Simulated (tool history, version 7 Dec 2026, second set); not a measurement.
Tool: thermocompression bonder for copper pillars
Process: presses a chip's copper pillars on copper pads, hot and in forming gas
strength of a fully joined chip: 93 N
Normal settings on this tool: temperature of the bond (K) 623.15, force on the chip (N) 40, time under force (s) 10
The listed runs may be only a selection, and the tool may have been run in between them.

run,hour,temperature of the bond (K),force on the chip (N),time under force (s),force that shears a chip off (N)
1,0,623.15,40,10,48
2,27.6,623.15,40,10,47.1
3,52.8,623.15,40,10,47.6
4,67.6,623.15,40,10,46.8
5,90.4,623.15,40,10,47.3
6,105.4,623.15,40,10,47.7
7,137.3,645.15,40,10,52.8
8,170,623.15,26,10,33
9,188,623.15,26,10,31.6
10,214.5,623.15,26,10,31.7
11,232.6,623.15,41,10,46.9
12,255,623.15,41,10,47.3
13,279.1,623.15,41,10,46.6
14,304.8,623.15,41,10,47.6
# hour 319.8: forming gas filter changed
15,332.9,623.15,40,10,50.2
16,347.1,623.15,40,10,50.3
17,372.2,623.15,40,10,50.9
# hour 377.2: heater calibrated with a thermocouple chip
18,408.4,623.15,40,10,52
19,440.6,623.15,40,10,51
20,458.2,623.15,40,10,49.9
21,484.7,623.15,40,10,51.4
22,515.4,623.15,40,10,50.4
23,543.2,623.15,40,10,49.7
# hour 570.5: heater calibrated with a thermocouple chip, once more
24,573.9,596.15,36,6,26.4
25,603.3,596.15,36,6,28.4
26,635.9,617.15,40,10,42.7
27,657.3,617.15,48,7,44.3
28,686.9,617.15,48,7,44.5
29,717.6,623.15,26,10,30.8
# hour 743.1: forming gas filter changed
30,751.6,623.15,26,10,35.6
31,772.3,623.15,26,10,33.6
32,797.2,623.15,26,10,34.1
33,823.5,623.15,40,8,46.7
34,851.4,630.15,33,10,44.8
35,865.5,630.15,33,10,44.2
36,892.7,623.15,34,14,47.9
37,921.4,644.15,34,28,65.6
38,945.8,644.15,34,28,67.1
39,961.3,638.15,40,10,51.7

What if the next run were any one of these 5? Each begins from the tool's condition after run 39:
A,986.8,624.15,25,6,?
B,986.8,652.15,40,12,?
C,986.8,644.15,32,6,?
D,986.8,635.15,40,10,?
E,986.8,625.15,57,11,?

run,force that shears a chip off (N)
A,26.8
B,60.3
C,38.8
D,51.1
E,63.6
Without the tool's unlogged condition, the same runs would have read:
run,force that shears a chip off (N)
A,26.1
B,60.7
C,38.3
D,50.9
E,64.2
